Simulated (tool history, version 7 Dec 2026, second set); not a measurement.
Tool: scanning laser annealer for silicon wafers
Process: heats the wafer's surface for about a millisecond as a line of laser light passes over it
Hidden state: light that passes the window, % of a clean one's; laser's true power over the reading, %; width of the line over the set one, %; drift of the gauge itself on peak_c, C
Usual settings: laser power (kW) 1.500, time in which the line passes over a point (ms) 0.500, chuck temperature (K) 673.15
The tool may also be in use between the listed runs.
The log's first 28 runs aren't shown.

run   hour  laser power (kW)  time in which the line passes over a point (ms)  chuck temperature (K)  hours of work since the window was cleaned  hours of work since the power meter was calibrated  hours of work since the optics were aligned  highest temperature of the surface (K)
 29  221.9             1.569                                            0.370                 712.15                                         459                                                  26                                          820                                 1350.15
 30  227.5             1.534                                            0.414                 651.15                                         463                                                  29                                          823                                 1304.15
     232.6  -- laser's power meter calibrated, once more
 31  238.5             1.643                                            0.460                 708.15                                         468                                                   4                                          829                                 1444.15
 32  247.0             1.320                                            0.560                 673.15                                         474                                                  10                                          834                                 1312.15
 33  252.7             1.393                                            0.440                 662.15                                         478                                                  13                                          838                                 1271.15
 34  260.6             1.643                                            0.523                 679.15                                         483                                                  19                                          843                                 1456.15
 35  269.4             1.311                                            0.421                 677.15                                         489                                                  24                                          849                                 1237.15
 36  277.1             1.534                                            0.490                 709.15                                         494                                                  30                                          854                                 1412.15
 37  283.9             1.534                                            0.490                 709.15                                         498                                                  34                                          859                                 1406.15
     290.0  -- window over the wafer cleaned
 38  296.8             1.534                                            0.355                 651.15                                           5                                                  41                                          866                                 1296.15
 39  306.7             1.534                                            0.355                 651.15                                          11                                                  48                                          873                                 1293.15
 40  316.0             1.534                                            0.355                 651.15                                          17                                                  54                                          879                                 1298.15
 41  322.3             1.487                                            0.589                 652.15                                          21                                                  58                                          883                                 1431.15
 42  330.0             1.645                                            0.500                 711.15                                          27                                                  63                                          888                                 1511.15

Forecast each of these 3 alternatives for the next run:
  A  336.7             1.645                                            0.500                 636.15                                          31                                                  68                                          893                                       ?
  B  336.7             1.645                                            0.517                 687.15                                          31                                                  68                                          893                                       ?
  C  336.7             1.645                                            0.500                 651.15                                          31                                                  68                                          893                                       ?

run  highest temperature of the surface (K)
  A                                 1436.15
  B                                 1500.15
  C                                 1451.15
Without the tool's hidden state the same runs would have given:
run  highest temperature of the surface (K)
  A                                 1449.15
  B                                 1513.15
  C                                 1464.15
